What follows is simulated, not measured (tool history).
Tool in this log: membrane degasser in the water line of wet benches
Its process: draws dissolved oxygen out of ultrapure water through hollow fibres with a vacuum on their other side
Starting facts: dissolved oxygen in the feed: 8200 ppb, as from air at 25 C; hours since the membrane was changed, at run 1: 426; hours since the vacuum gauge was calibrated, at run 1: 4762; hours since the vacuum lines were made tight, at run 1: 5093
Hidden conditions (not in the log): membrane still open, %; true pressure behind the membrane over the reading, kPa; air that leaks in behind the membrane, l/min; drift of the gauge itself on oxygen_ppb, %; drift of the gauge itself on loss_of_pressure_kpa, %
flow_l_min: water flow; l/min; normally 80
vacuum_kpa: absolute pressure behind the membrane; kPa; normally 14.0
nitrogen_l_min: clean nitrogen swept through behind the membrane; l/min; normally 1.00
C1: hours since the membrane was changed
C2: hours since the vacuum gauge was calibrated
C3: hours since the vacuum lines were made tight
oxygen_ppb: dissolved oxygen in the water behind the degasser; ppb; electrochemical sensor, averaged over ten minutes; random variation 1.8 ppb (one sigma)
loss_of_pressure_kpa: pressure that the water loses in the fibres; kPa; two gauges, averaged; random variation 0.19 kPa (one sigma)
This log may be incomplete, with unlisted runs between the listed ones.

{"run": 1, "hour": 0.0, "flow_l_min": 80, "vacuum_kpa": 14.0, "nitrogen_l_min": 1.0, "C1": 426, "C2": 4762, "C3": 5093, "oxygen_ppb": 1322.5, "loss_of_pressure_kpa": 38.69}
{"run": 2, "hour": 88.5, "flow_l_min": 80, "vacuum_kpa": 14.0, "nitrogen_l_min": 1.0, "C1": 515, "C2": 4851, "C3": 5181, "oxygen_ppb": 1324.4, "loss_of_pressure_kpa": 38.57}
{"run": 3, "hour": 147.4, "flow_l_min": 108, "vacuum_kpa": 14.0, "nitrogen_l_min": 1.0, "C1": 574, "C2": 4910, "C3": 5240, "oxygen_ppb": 1613.4, "loss_of_pressure_kpa": 52.19}
{"run": 4, "hour": 254.1, "flow_l_min": 108, "vacuum_kpa": 14.0, "nitrogen_l_min": 1.0, "C1": 681, "C2": 5016, "C3": 5347, "oxygen_ppb": 1614.1, "loss_of_pressure_kpa": 52.14}
{"run": 5, "hour": 300.5, "flow_l_min": 80, "vacuum_kpa": 14.0, "nitrogen_l_min": 1.0, "C1": 727, "C2": 5063, "C3": 5393, "oxygen_ppb": 1322.6, "loss_of_pressure_kpa": 38.59}
{"run": 6, "hour": 368.1, "flow_l_min": 80, "vacuum_kpa": 11.6, "nitrogen_l_min": 1.0, "C1": 795, "C2": 5130, "C3": 5461, "oxygen_ppb": 1067.4, "loss_of_pressure_kpa": 38.47}
{"run": 7, "hour": 430.0, "flow_l_min": 80, "vacuum_kpa": 11.6, "nitrogen_l_min": 1.0, "C1": 856, "C2": 5192, "C3": 5523, "oxygen_ppb": 1068.3, "loss_of_pressure_kpa": 38.47}
{"run": 8, "hour": 536.5, "flow_l_min": 80, "vacuum_kpa": 11.6, "nitrogen_l_min": 1.0, "C1": 963, "C2": 5299, "C3": 5629, "oxygen_ppb": 1067.3, "loss_of_pressure_kpa": 38.67}
{"run": 9, "hour": 594.6, "flow_l_min": 80, "vacuum_kpa": 11.6, "nitrogen_l_min": 1.0, "C1": 1021, "C2": 5357, "C3": 5687, "oxygen_ppb": 1068.3, "loss_of_pressure_kpa": 38.52}
{"run": 10, "hour": 684.8, "flow_l_min": 80, "vacuum_kpa": 14.0, "nitrogen_l_min": 0.65, "C1": 1111, "C2": 5447, "C3": 5777, "oxygen_ppb": 1687.9, "loss_of_pressure_kpa": 39.18}
{"run": 11, "hour": 756.7, "flow_l_min": 80, "vacuum_kpa": 14.0, "nitrogen_l_min": 0.65, "C1": 1183, "C2": 5519, "C3": 5849, "oxygen_ppb": 1680.3, "loss_of_pressure_kpa": 38.93}
{"run": 12, "hour": 849.7, "flow_l_min": 63, "vacuum_kpa": 28.0, "nitrogen_l_min": 1.15, "C1": 1276, "C2": 5612, "C3": 5942, "oxygen_ppb": 2057.4, "loss_of_pressure_kpa": 30.22}
{"run": 13, "hour": 935.6, "flow_l_min": 80, "vacuum_kpa": 10.4, "nitrogen_l_min": 0.57, "C1": 1362, "C2": 5698, "C3": 6028, "oxygen_ppb": 1270.6, "loss_of_pressure_kpa": 38.36}
{"run": 14, "hour": 1027.6, "flow_l_min": 80, "vacuum_kpa": 10.4, "nitrogen_l_min": 0.57, "C1": 1454, "C2": 5790, "C3": 6120, "oxygen_ppb": 1267.7, "loss_of_pressure_kpa": 38.41}
{"run": 15, "hour": 1127.8, "flow_l_min": 77, "vacuum_kpa": 17.1, "nitrogen_l_min": 1.0, "C1": 1554, "C2": 5890, "C3": 6220, "oxygen_ppb": 1597.8, "loss_of_pressure_kpa": 37.32}
{"run": 16, "hour": 1175.6, "flow_l_min": 80, "vacuum_kpa": 13.0, "nitrogen_l_min": 1.0, "C1": 1602, "C2": 5938, "C3": 6268, "oxygen_ppb": 1215.7, "loss_of_pressure_kpa": 38.67}
{"run": 17, "hour": 1268.2, "flow_l_min": 80, "vacuum_kpa": 13.0, "nitrogen_l_min": 1.0, "C1": 1695, "C2": 6030, "C3": 6361, "oxygen_ppb": 1219.8, "loss_of_pressure_kpa": 38.64}
{"run": 18, "hour": 1326.1, "flow_l_min": 80, "vacuum_kpa": 13.0, "nitrogen_l_min": 1.0, "C1": 1753, "C2": 6088, "C3": 6419, "oxygen_ppb": 1219.0, "loss_of_pressure_kpa": 38.74}
{"run": 19, "hour": 1382.1, "flow_l_min": 72, "vacuum_kpa": 14.0, "nitrogen_l_min": 1.11, "C1": 1809, "C2": 6144, "C3": 6475, "oxygen_ppb": 1151.5, "loss_of_pressure_kpa": 34.65}
{"run": 20, "hour": 1453.0, "flow_l_min": 82, "vacuum_kpa": 18.8, "nitrogen_l_min": 1.0, "C1": 1879, "C2": 6215, "C3": 6546, "oxygen_ppb": 1824.2, "loss_of_pressure_kpa": 39.41}
{"run": 21, "hour": 1501.3, "flow_l_min": 78, "vacuum_kpa": 10.4, "nitrogen_l_min": 0.77, "C1": 1928, "C2": 6263, "C3": 6594, "oxygen_ppb": 1069.2, "loss_of_pressure_kpa": 38.12}

Expected results for the next run?
{"run": 22, "hour": 1588.8, "flow_l_min": 78, "vacuum_kpa": 10.4, "nitrogen_l_min": 0.77, "C1": 2015, "C2": 6351, "C3": 6681, "oxygen_ppb": "?", "loss_of_pressure_kpa": "?"}

Run 22 came out at oxygen_ppb 1068.9 ppb, loss_of_pressure_kpa 37.68 kPa.
On a tool with no hidden condition, and with the same random variation, this run would have come out at oxygen_ppb 1068.8 ppb, loss_of_pressure_kpa 37.68 kPa.
